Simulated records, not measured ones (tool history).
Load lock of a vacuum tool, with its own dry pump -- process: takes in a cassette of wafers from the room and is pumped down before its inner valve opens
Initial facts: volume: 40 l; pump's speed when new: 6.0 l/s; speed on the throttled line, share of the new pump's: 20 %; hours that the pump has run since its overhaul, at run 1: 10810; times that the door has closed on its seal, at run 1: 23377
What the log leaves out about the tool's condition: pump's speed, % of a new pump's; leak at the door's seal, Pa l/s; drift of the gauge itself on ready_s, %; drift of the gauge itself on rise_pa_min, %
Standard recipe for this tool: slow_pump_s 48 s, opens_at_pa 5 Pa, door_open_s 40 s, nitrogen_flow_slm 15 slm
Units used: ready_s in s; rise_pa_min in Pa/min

run,day,slow_pump_s,opens_at_pa,door_open_s,nitrogen_flow_slm,hours that the pump has run since its overhaul,times that the door has closed on its seal,"incoming humidity of the room's air, %",ready_s,rise_pa_min
1,0.000,48,5,40,15,10810,23377,44.4,121.1,0.286
2,10.388,48,5,40,15,11059,24185,47.2,121.6,0.305
3,17.838,48,5,40,15,11238,24764,44.6,122.5,0.312
4,25.729,48,5,40,15,11427,25378,43.4,122.0,0.321
5,31.908,48,5,40,15,11576,25859,46.0,122.0,0.336
# day 32.804: dry pump taken out, an overhauled one fitted
6,39.596,48,5,96,15,163,26437,47.4,106.0,0.355
7,47.346,48,5,40,15,349,27040,44.4,104.0,0.342
8,57.546,48,5,40,15,594,27833,42.9,104.6,0.361
9,62.300,48,5,40,15,708,28202,47.7,105.4,0.365
10,69.750,48,5,40,15,887,28782,44.2,105.3,0.372
11,79.529,48,5,40,15,1121,29542,47.2,105.8,0.400
12,85.062,48,6,182,15,1254,29972,46.0,103.9,0.435
13,94.708,48,6,182,15,1486,30722,47.5,104.6,0.464
14,103.783,32,6,182,38,1703,31428,47.1,91.1,0.438
15,111.358,32,8,53,38,1885,32017,44.8,89.3,0.419
16,120.917,48,7,72,15,2115,32760,44.9,104.4,0.464
17,131.821,48,7,72,15,2376,33608,41.2,103.7,0.463
18,142.433,48,7,72,15,2631,34434,45.8,104.0,0.504
19,153.179,45,9,126,18,2889,35269,48.1,101.3,0.531
20,161.988,46,5,40,15,3100,35954,43.0,106.9,0.518
21,168.675,57,9,114,16,3261,36474,43.5,109.8,0.551

Each row is a separate what-if for the run after 21, all from the same tool condition, not one after another. Results?
# day 173.083: door's seal changed, seat wiped
A,178.792,57,8,25,5,3502,444,44.0,?,?
# day 173.083: door's seal changed, seat wiped
B,178.792,57,9,114,5,3502,444,45.9,?,?
# day 173.083: door's seal changed, seat wiped
C,178.792,30,5,212,15,3502,444,42.8,?,?

run,ready_s,rise_pa_min
A,111.6,0.050
B,110.6,0.091
C,93.5,0.078
What these runs would have given with no unlogged condition in the tool:
run,ready_s,rise_pa_min
A,109.2,0.046
B,108.2,0.087
C,90.7,0.075
